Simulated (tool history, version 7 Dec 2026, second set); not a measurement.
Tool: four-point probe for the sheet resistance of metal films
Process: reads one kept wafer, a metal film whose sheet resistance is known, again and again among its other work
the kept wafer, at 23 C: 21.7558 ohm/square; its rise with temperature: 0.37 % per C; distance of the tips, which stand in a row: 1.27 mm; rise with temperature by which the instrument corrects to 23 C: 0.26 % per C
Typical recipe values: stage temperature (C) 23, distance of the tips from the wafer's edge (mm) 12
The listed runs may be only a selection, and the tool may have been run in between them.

run,day,stage temperature (C),distance of the tips from the wafer's edge (mm),sheet resistance as the instrument gives it (ohm/square)
1,0.000,23,12,21.741856
2,0.379,23,7,22.002495
3,1.004,23,6,22.137872
4,1.371,23,12,21.755390
5,1.804,23,12,21.751651
6,2.404,23,12,21.746406
7,3.175,23,12,21.739776
8,3.833,23,12,21.749999
9,4.342,25,5,22.389177
10,4.742,25,5,22.390158
11,5.133,24,36,21.663999
12,5.662,33,46,21.844862
13,6.083,32,69,21.816601
14,6.946,31,69,21.801762
15,7.758,19,59,21.521636
16,8.392,25,5,22.381662

Predict each of these 3 candidate next runs independently; none follows another, all start after run 16:
A,8.904,30,70,?
B,8.904,32,64,?
C,8.904,25,8,?

run,sheet resistance as the instrument gives it (ohm/square)
A,21.772793
B,21.814349
C,21.939989
Without the tool's unlogged condition, the same runs would have read:
run,sheet resistance as the instrument gives it (ohm/square)
A,21.921015
B,21.962878
C,22.089127
